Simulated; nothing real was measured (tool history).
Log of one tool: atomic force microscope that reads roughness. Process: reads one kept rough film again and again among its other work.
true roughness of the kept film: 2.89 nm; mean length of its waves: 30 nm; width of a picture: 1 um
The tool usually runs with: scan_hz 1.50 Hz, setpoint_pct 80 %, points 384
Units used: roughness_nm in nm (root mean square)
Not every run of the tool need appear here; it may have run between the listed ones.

{"run": 1, "day": 0.0, "scan_hz": 1.5, "setpoint_pct": 80, "points": 384, "roughness_nm": 2.251}
{"run": 2, "day": 1.196, "scan_hz": 1.5, "setpoint_pct": 80, "points": 384, "roughness_nm": 2.201}
{"run": 3, "day": 1.904, "scan_hz": 1.5, "setpoint_pct": 80, "points": 384, "roughness_nm": 2.163}
{"run": 4, "day": 3.354, "scan_hz": 1.5, "setpoint_pct": 80, "points": 384, "roughness_nm": 2.107}
{"run": 5, "day": 4.279, "scan_hz": 1.5, "setpoint_pct": 80, "points": 384, "roughness_nm": 2.076}
{"day": 5.346, "done": "new tip fitted"}
{"run": 6, "day": 5.717, "scan_hz": 3.75, "setpoint_pct": 80, "points": 384, "roughness_nm": 2.229}
{"run": 7, "day": 7.158, "scan_hz": 3.75, "setpoint_pct": 80, "points": 384, "roughness_nm": 2.179}
{"run": 8, "day": 8.308, "scan_hz": 1.56, "setpoint_pct": 80, "points": 384, "roughness_nm": 2.372}
{"run": 9, "day": 9.262, "scan_hz": 1.56, "setpoint_pct": 80, "points": 384, "roughness_nm": 2.323}
{"run": 10, "day": 10.608, "scan_hz": 1.56, "setpoint_pct": 80, "points": 384, "roughness_nm": 2.275}
{"run": 11, "day": 11.883, "scan_hz": 1.56, "setpoint_pct": 80, "points": 384, "roughness_nm": 2.232}
{"run": 12, "day": 13.571, "scan_hz": 1.56, "setpoint_pct": 80, "points": 384, "roughness_nm": 2.137}
{"run": 13, "day": 15.162, "scan_hz": 1.56, "setpoint_pct": 80, "points": 384, "roughness_nm": 2.096}
{"day": 15.483, "done": "new tip fitted"}
{"run": 14, "day": 16.662, "scan_hz": 1.56, "setpoint_pct": 80, "points": 384, "roughness_nm": 2.445}
{"run": 15, "day": 17.675, "scan_hz": 1.5, "setpoint_pct": 59, "points": 384, "roughness_nm": 2.529}
{"run": 16, "day": 18.704, "scan_hz": 1.5, "setpoint_pct": 74, "points": 384, "roughness_nm": 2.394}
{"run": 17, "day": 19.746, "scan_hz": 1.5, "setpoint_pct": 80, "points": 270, "roughness_nm": 2.296}
{"run": 18, "day": 21.133, "scan_hz": 1.5, "setpoint_pct": 80, "points": 384, "roughness_nm": 2.273}
{"run": 19, "day": 21.896, "scan_hz": 1.5, "setpoint_pct": 80, "points": 384, "roughness_nm": 2.236}
{"run": 20, "day": 23.558, "scan_hz": 1.5, "setpoint_pct": 80, "points": 384, "roughness_nm": 2.153}
{"run": 21, "day": 25.296, "scan_hz": 1.5, "setpoint_pct": 80, "points": 384, "roughness_nm": 2.096}
{"day": 25.588, "done": "new tip fitted"}
{"run": 22, "day": 26.042, "scan_hz": 1.5, "setpoint_pct": 80, "points": 384, "roughness_nm": 2.487}
{"run": 23, "day": 27.154, "scan_hz": 1.5, "setpoint_pct": 80, "points": 384, "roughness_nm": 2.439}
{"run": 24, "day": 28.358, "scan_hz": 1.5, "setpoint_pct": 80, "points": 384, "roughness_nm": 2.379}
{"day": 28.533, "done": "height scale calibrated on a step standard"}
{"run": 25, "day": 29.571, "scan_hz": 2.86, "setpoint_pct": 80, "points": 384, "roughness_nm": 2.196}
{"run": 26, "day": 31.142, "scan_hz": 2.86, "setpoint_pct": 80, "points": 384, "roughness_nm": 2.131}
{"run": 27, "day": 32.054, "scan_hz": 1.5, "setpoint_pct": 80, "points": 384, "roughness_nm": 2.251}
{"day": 32.954, "done": "height scale calibrated on a step standard, once more"}
{"run": 28, "day": 33.579, "scan_hz": 2.69, "setpoint_pct": 72, "points": 384, "roughness_nm": 2.095}
{"run": 29, "day": 35.192, "scan_hz": 2.72, "setpoint_pct": 76, "points": 384, "roughness_nm": 2.002}
{"day": 35.762, "done": "new tip fitted"}
{"run": 30, "day": 36.571, "scan_hz": 2.72, "setpoint_pct": 76, "points": 384, "roughness_nm": 2.353}
{"run": 31, "day": 37.662, "scan_hz": 1.61, "setpoint_pct": 90, "points": 380, "roughness_nm": 2.27}
{"run": 32, "day": 38.479, "scan_hz": 1.61, "setpoint_pct": 90, "points": 380, "roughness_nm": 2.212}
{"run": 33, "day": 39.958, "scan_hz": 0.7, "setpoint_pct": 80, "points": 504, "roughness_nm": 2.406}
{"run": 34, "day": 40.996, "scan_hz": 0.7, "setpoint_pct": 80, "points": 504, "roughness_nm": 2.355}
{"run": 35, "day": 42.496, "scan_hz": 1.88, "setpoint_pct": 80, "points": 839, "roughness_nm": 2.167}
{"run": 36, "day": 44.138, "scan_hz": 1.5, "setpoint_pct": 67, "points": 306, "roughness_nm": 2.211}
{"run": 37, "day": 45.5, "scan_hz": 1.81, "setpoint_pct": 59, "points": 465, "roughness_nm": 2.196}
{"day": 45.804, "done": "new tip fitted"}
{"run": 38, "day": 47.254, "scan_hz": 1.5, "setpoint_pct": 59, "points": 384, "roughness_nm": 2.555}
{"run": 39, "day": 48.35, "scan_hz": 2.23, "setpoint_pct": 80, "points": 323, "roughness_nm": 2.275}
{"run": 40, "day": 49.267, "scan_hz": 1.5, "setpoint_pct": 57, "points": 511, "roughness_nm": 2.484}
{"run": 41, "day": 50.592, "scan_hz": 1.5, "setpoint_pct": 57, "points": 511, "roughness_nm": 2.432}
{"run": 42, "day": 51.942, "scan_hz": 0.87, "setpoint_pct": 76, "points": 360, "roughness_nm": 2.335}
{"run": 43, "day": 52.65, "scan_hz": 0.87, "setpoint_pct": 76, "points": 360, "roughness_nm": 2.281}
{"run": 44, "day": 54.312, "scan_hz": 2.47, "setpoint_pct": 88, "points": 360, "roughness_nm": 1.917}
{"day": 55.854, "done": "new tip fitted"}
{"run": 45, "day": 56.0, "scan_hz": 3.06, "setpoint_pct": 66, "points": 407, "roughness_nm": 2.476}
{"run": 46, "day": 56.788, "scan_hz": 0.71, "setpoint_pct": 73, "points": 380, "roughness_nm": 2.577}
{"run": 47, "day": 58.258, "scan_hz": 0.75, "setpoint_pct": 70, "points": 384, "roughness_nm": 2.532}
{"run": 48, "day": 59.662, "scan_hz": 1.31, "setpoint_pct": 90, "points": 384, "roughness_nm": 2.24}
{"run": 49, "day": 60.879, "scan_hz": 0.74, "setpoint_pct": 72, "points": 584, "roughness_nm": 2.396}
{"run": 50, "day": 62.404, "scan_hz": 1.5, "setpoint_pct": 87, "points": 529, "roughness_nm": 2.125}
{"run": 51, "day": 63.408, "scan_hz": 1.5, "setpoint_pct": 87, "points": 529, "roughness_nm": 2.104}
{"run": 52, "day": 64.879, "scan_hz": 2.92, "setpoint_pct": 87, "points": 529, "roughness_nm": 1.881}
{"day": 65.946, "done": "new tip fitted"}
{"run": 53, "day": 66.517, "scan_hz": 2.64, "setpoint_pct": 76, "points": 327, "roughness_nm": 2.409}

Had the tool no unlogged condition, and each run kept its random variation, what would the results have been?
The hidden state here: radius of the tip, nm; height scale over the true one, %; drift of the gauge itself on roughness_nm, %.
run=1 roughness_nm=2.500
run=2 roughness_nm=2.496
run=3 roughness_nm=2.483
run=4 roughness_nm=2.483
run=5 roughness_nm=2.483
run=6 roughness_nm=2.224
run=7 roughness_nm=2.234
run=8 roughness_nm=2.482
run=9 roughness_nm=2.474
run=10 roughness_nm=2.482
run=11 roughness_nm=2.493
run=12 roughness_nm=2.456
run=13 roughness_nm=2.471
run=14 roughness_nm=2.485
run=15 roughness_nm=2.619
run=16 roughness_nm=2.526
run=17 roughness_nm=2.469
run=18 roughness_nm=2.499
run=19 roughness_nm=2.490
run=20 roughness_nm=2.471
run=21 roughness_nm=2.474
run=22 roughness_nm=2.477
run=23 roughness_nm=2.485
run=24 roughness_nm=2.477
run=25 roughness_nm=2.317
run=26 roughness_nm=2.316
run=27 roughness_nm=2.482
run=28 roughness_nm=2.435
run=29 roughness_nm=2.393
run=30 roughness_nm=2.391
run=31 roughness_nm=2.355
run=32 roughness_nm=2.330
run=33 roughness_nm=2.606
run=34 roughness_nm=2.601
run=35 roughness_nm=2.459
run=36 roughness_nm=2.583
run=37 roughness_nm=2.623
run=38 roughness_nm=2.623
run=39 roughness_nm=2.386
run=40 roughness_nm=2.647
run=41 roughness_nm=2.655
run=42 roughness_nm=2.611
run=43 roughness_nm=2.584
run=44 roughness_nm=2.234
run=45 roughness_nm=2.468
run=46 roughness_nm=2.608
run=47 roughness_nm=2.637
run=48 roughness_nm=2.402
run=49 roughness_nm=2.627
run=50 roughness_nm=2.396
run=51 roughness_nm=2.417
run=52 roughness_nm=2.210
run=53 roughness_nm=2.414

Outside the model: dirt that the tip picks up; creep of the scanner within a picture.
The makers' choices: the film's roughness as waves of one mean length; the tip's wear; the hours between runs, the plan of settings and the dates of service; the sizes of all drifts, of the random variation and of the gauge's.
